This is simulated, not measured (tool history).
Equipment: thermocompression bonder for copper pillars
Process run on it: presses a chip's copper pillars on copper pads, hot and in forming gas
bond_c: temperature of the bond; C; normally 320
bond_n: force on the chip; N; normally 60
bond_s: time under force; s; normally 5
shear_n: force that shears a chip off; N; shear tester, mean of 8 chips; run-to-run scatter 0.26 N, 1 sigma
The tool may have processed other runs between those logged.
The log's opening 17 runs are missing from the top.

run     day  bond_c  bond_n  bond_s  hours of work since the heater was calibrated  hours of work since the force cell was calibrated  hours of work since the gas filter was changed  shear_n
 18   5.004     311      60       5                                            427                                                292                                             147     41.5
 19   5.183     311      60       5                                            430                                                295                                             150     41.2
 20   5.417     320      74       5                                            434                                                298                                             154     53.2
 21   5.621     320      74       5                                            437                                                301                                             157     53.5
 22   5.858     320      74       5                                            440                                                305                                             160     53.0
 23   6.179     320      81       5                                            445                                                310                                             165     55.9
 24   6.375     335      81      10                                            448                                                313                                             168     72.2
 25   6.662     335      81      10                                            452                                                317                                             173     71.7
 26   7.004     335      81      10                                            458                                                322                                             178     71.6
 27   7.375     335      81      10                                            463                                                328                                             183     71.8
 28   7.583     311      38       6                                            466                                                331                                             186     29.3
 29   7.842     311      38       6                                            470                                                335                                             190     29.2
 30   8.108     318      73       4                                            474                                                339                                             194     48.0
 31   8.321     317      44       9                                            477                                                342                                             198     41.7
 32   8.479     320      41       7                                            480                                                345                                             200     37.1
 33   8.738     293      70      10                                            484                                                348                                             204     48.1
 34   8.929     322      63       8                                            487                                                351                                             207     54.5
 35   9.217     329      50       5                                            491                                                356                                             211     42.8
 36   9.562     329      73      10                                            496                                                361                                             216     65.8
 37   9.750     301      52       4                                            499                                                364                                             219     29.4
 38  10.042     312      42       5                                            503                                                368                                             224     30.2
 39  10.275     312      42       5                                            507                                                372                                             227     30.0
 40  10.608     300      36       5                                            512                                                377                                             232     22.2
 41  10.812     300      36       5                                            515                                                380                                             235     21.6

What if the next run were any one of these 3? Each begins from the tool's condition after run 41:
  A  11.100     334      37       5                                            519                                                384                                             239        ?
  B  11.100     319      36       5                                            519                                                384                                             239        ?
  C  11.100     320      60       9                                            519                                                384                                             239        ?

run  shear_n
  A     34.5
  B     28.2
  C     53.7
Had the tool no hidden state, the same runs would have come out as:
run  shear_n
  A     36.8
  B     30.1
  C     57.1
